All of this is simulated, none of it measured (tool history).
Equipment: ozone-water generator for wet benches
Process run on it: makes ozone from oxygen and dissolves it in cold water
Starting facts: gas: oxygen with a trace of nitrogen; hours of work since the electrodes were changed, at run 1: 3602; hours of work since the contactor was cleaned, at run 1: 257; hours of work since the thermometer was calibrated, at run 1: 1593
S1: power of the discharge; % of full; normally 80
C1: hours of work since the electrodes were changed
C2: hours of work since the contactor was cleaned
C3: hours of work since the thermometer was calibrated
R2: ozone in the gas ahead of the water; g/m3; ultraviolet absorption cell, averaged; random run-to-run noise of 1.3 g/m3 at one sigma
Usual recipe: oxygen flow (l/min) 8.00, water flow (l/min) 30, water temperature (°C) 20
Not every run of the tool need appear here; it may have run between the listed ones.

Run 1, hour 0.0: usual settings; C1 3602; C2 257; C3 1593. Result: dissolved ozone (ppm) 21.0, R2 223.9 g/m3.
Run 2, hour 94.0: usual settings; C1 3693; C2 348; C3 1685. Result: dissolved ozone (ppm) 21.2, R2 223.0 g/m3.
Run 3, hour 212.9: usual settings but water temperature (°C) 25; C1 3809; C2 464; C3 1800. Result: dissolved ozone (ppm) 19.3, R2 222.1 g/m3.
Run 4, hour 334.1: usual settings but water temperature (°C) 25; C1 3927; C2 582; C3 1918. Result: dissolved ozone (ppm) 19.4, R2 221.6 g/m3.
Run 5, hour 451.6: usual settings but water flow (l/min) 25; C1 4041; C2 696; C3 2032. Result: dissolved ozone (ppm) 24.5, R2 220.3 g/m3.
Run 6, hour 594.0: usual settings but water flow (l/min) 25; C1 4179; C2 834; C3 2171. Result: dissolved ozone (ppm) 24.2, R2 220.4 g/m3.
Run 7, hour 668.7: usual settings but S1 53 % of full, water flow (l/min) 25; C1 4252; C2 907; C3 2244. Result: dissolved ozone (ppm) 18.4, R2 168.2 g/m3.
Run 8, hour 825.8: usual settings but S1 53 % of full, water flow (l/min) 25; C1 4405; C2 1060; C3 2396. Result: dissolved ozone (ppm) 18.1, R2 168.3 g/m3.
Run 9, hour 959.7: usual settings but water temperature (°C) 17; C1 4535; C2 1190; C3 2527. Result: dissolved ozone (ppm) 20.9, R2 217.8 g/m3.
Run 10, hour 1112.6: usual settings but water temperature (°C) 17; C1 4684; C2 1339; C3 2675. Result: dissolved ozone (ppm) 20.8, R2 215.9 g/m3.
Run 11, hour 1235.8: usual settings; C1 4804; C2 1459; C3 2795. Result: dissolved ozone (ppm) 19.9, R2 215.8 g/m3.
Run 12, hour 1367.2: usual settings; C1 4931; C2 1587; C3 2923. Result: dissolved ozone (ppm) 19.5, R2 216.1 g/m3.
Run 13, hour 1435.2: usual settings; C1 4998; C2 1653; C3 2989. Result: dissolved ozone (ppm) 19.4, R2 213.2 g/m3.
Run 14, hour 1501.8: usual settings; C1 5062; C2 1718; C3 3054. Result: dissolved ozone (ppm) 19.5, R2 215.4 g/m3.
Run 15, hour 1637.4: usual settings; C1 5194; C2 1849; C3 3186. Result: dissolved ozone (ppm) 19.9, R2 215.2 g/m3.
Run 16, hour 1790.9: usual settings but S1 83 % of full; C1 5344; C2 1999; C3 3335. Result: dissolved ozone (ppm) 19.9, R2 219.2 g/m3.
Run 17, hour 1927.6: usual settings but oxygen flow (l/min) 12.26, water flow (l/min) 21; C1 5477; C2 2132; C3 3468. Result: dissolved ozone (ppm) 23.7, R2 164.6 g/m3.
At hour 1938.7: water thermometer calibrated.
Run 18, hour 2041.2: usual settings but S1 69 % of full, oxygen flow (l/min) 12.26, water flow (l/min) 33; C1 5587; C2 2242; C3 100. Result: dissolved ozone (ppm) 15.1, R2 148.5 g/m3.
Run 19, hour 2134.0: usual settings but S1 69 % of full, oxygen flow (l/min) 12.26, water flow (l/min) 33; C1 5677; C2 2332; C3 190. Result: dissolved ozone (ppm) 15.1, R2 149.4 g/m3.
At hour 2239.3: water thermometer calibrated, once more.
Run 20, hour 2242.4: usual settings but S1 63 % of full, oxygen flow (l/min) 4.88, water flow (l/min) 28, water temperature (°C) 13; C1 5782; C2 2437; C3 3. Result: dissolved ozone (ppm) 19.2, R2 243.3 g/m3.
Run 21, hour 2373.5: usual settings but S1 50 % of full, oxygen flow (l/min) 4.88, water flow (l/min) 28, water temperature (°C) 26; C1 5909; C2 2564; C3 131. Result: dissolved ozone (ppm) 14.1, R2 209.8 g/m3.
Run 22, hour 2494.3: usual settings but S1 50 % of full, oxygen flow (l/min) 4.88, water flow (l/min) 28, water temperature (°C) 26; C1 6027; C2 2682; C3 248. Result: dissolved ozone (ppm) 14.0, R2 207.9 g/m3.
Run 23, hour 2616.2: usual settings but S1 73 % of full, oxygen flow (l/min) 11.23, water flow (l/min) 47, water temperature (°C) 23; C1 6145; C2 2801; C3 367. Result: dissolved ozone (ppm) 10.7, R2 160.0 g/m3.
Run 24, hour 2778.1: usual settings but S1 56 % of full, oxygen flow (l/min) 13.54, water flow (l/min) 20, water temperature (°C) 19; C1 6303; C2 2958; C3 524. Result: dissolved ozone (ppm) 19.2, R2 120.9 g/m3.
Run 25, hour 2915.4: usual settings but S1 85 % of full, oxygen flow (l/min) 6.74, water flow (l/min) 36, water temperature (°C) 19; C1 6436; C2 3092; C3 658. Result: dissolved ozone (ppm) 15.9, R2 238.8 g/m3.
Run 26, hour 3040.1: usual settings but S1 85 % of full, oxygen flow (l/min) 6.74, water flow (l/min) 24, water temperature (°C) 19; C1 6558; C2 3213; C3 779. Result: dissolved ozone (ppm) 24.0, R2 237.6 g/m3.

Forecast run 27:
Run 27, hour 3189.8: usual settings but S1 40 % of full, water flow (l/min) 47, water temperature (°C) 23; C1 6703; C2 3358; C3 925. Result: dissolved ozone (ppm) ?, R2 ?.

Run 27 gave dissolved ozone (ppm) 7.2, R2 133.3 g/m3.
The same run, on a tool lacking any hidden state, would have yielded dissolved ozone (ppm) 8.8, R2 147.4 g/m3.
